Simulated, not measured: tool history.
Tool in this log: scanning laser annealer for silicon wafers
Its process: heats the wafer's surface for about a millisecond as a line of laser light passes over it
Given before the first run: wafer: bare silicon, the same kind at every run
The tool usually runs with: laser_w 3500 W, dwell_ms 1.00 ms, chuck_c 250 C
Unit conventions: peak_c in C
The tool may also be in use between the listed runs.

| run | day | laser_w | dwell_ms | chuck_c | peak_c |
|---|---|---|---|---|---|
| 1 | 0.000 | 3500 | 1.00 | 250 | 1061 |
| 2 | 0.938 | 3500 | 1.00 | 250 | 1064 |
| 3 | 2.088 | 3500 | 1.00 | 250 | 1060 |
| 4 | 3.812 | 3500 | 1.00 | 280 | 1087 |
| 5 | 4.850 | 3500 | 1.00 | 250 | 1057 |
| 6 | 5.608 | 3500 | 1.00 | 250 | 1059 |
| 7 | 6.462 | 3500 | 1.00 | 249 | 1056 |
| 8 | 8.104 | 3500 | 1.00 | 249 | 1052 |
| 9 | 9.812 | 3500 | 1.00 | 244 | 1048 |
| 10 | 11.050 | 3500 | 1.00 | 244 | 1046 |
| 11 | 12.312 | 3402 | 1.00 | 250 | 1024 |
| 12 | 13.517 | 3402 | 1.00 | 250 | 1025 |
| 13 | 14.904 | 3402 | 1.00 | 250 | 1023 |
| 14 | 16.529 | 3402 | 1.00 | 271 | 1046 |
|  | 16.817 | window over the wafer cleaned |
| 15 | 17.562 | 3402 | 1.00 | 271 | 1074 |
| 16 | 18.758 | 3762 | 1.00 | 211 | 1111 |
| 17 | 19.850 | 3762 | 1.00 | 211 | 1109 |
| 18 | 21.338 | 3362 | 1.00 | 223 | 1016 |
| 19 | 22.400 | 3362 | 1.00 | 223 | 1011 |
| 20 | 24.067 | 3362 | 1.00 | 223 | 1010 |
|  | 24.392 | optics aligned, line set to its width |
| 21 | 25.179 | 3815 | 1.10 | 211 | 1155 |
| 22 | 26.208 | 3766 | 0.81 | 272 | 1065 |
| 23 | 27.938 | 3197 | 1.02 | 272 | 1011 |
| 24 | 29.104 | 3511 | 1.06 | 272 | 1115 |
|  | 30.171 | optics aligned, line set to its width, once more |
| 25 | 30.812 | 3511 | 1.06 | 272 | 1138 |
| 26 | 31.538 | 3511 | 1.06 | 272 | 1133 |
| 27 | 32.442 | 3511 | 1.06 | 272 | 1134 |
| 28 | 33.629 | 3133 | 0.81 | 285 | 942 |
| 29 | 35.254 | 3297 | 1.00 | 250 | 1030 |
| 30 | 36.596 | 3500 | 0.85 | 253 | 1013 |

Selected run-to-run steps in peak_c, each split into two signed amounts: the part the tool would show with no hidden state at all (from settings, incoming material and random variation), and the remainder, which goes to the hidden state together with any gauge scatter not common to the measured and the hidden-state-free results:
The hidden state here: light that passes the window, % of a clean one's; laser's true power over the reading, %; width of the line over the set one, %; drift of the gauge itself on peak_c, C.
Run 14 -> 15: window over the wafer cleaned. peak_c +28 C: hidden state +31, all else -3.
Run 20 -> 21: laser_w 3362 -> 3815, dwell_ms 1.00 -> 1.10, chuck_c 223 -> 211, optics aligned, line set to its width. peak_c +145 C: hidden state -13, all else +158.
Run 23 -> 24: laser_w 3197 -> 3511, dwell_ms 1.02 -> 1.06. peak_c +104 C: hidden state -5, all else +109.
Run 24 -> 25: optics aligned, line set to its width, once more. peak_c +23 C: hidden state +24, all else -1.
Run 27 -> 28: laser_w 3511 -> 3133, dwell_ms 1.06 -> 0.81, chuck_c 272 -> 285. peak_c -192 C: hidden state +2, all else -194.
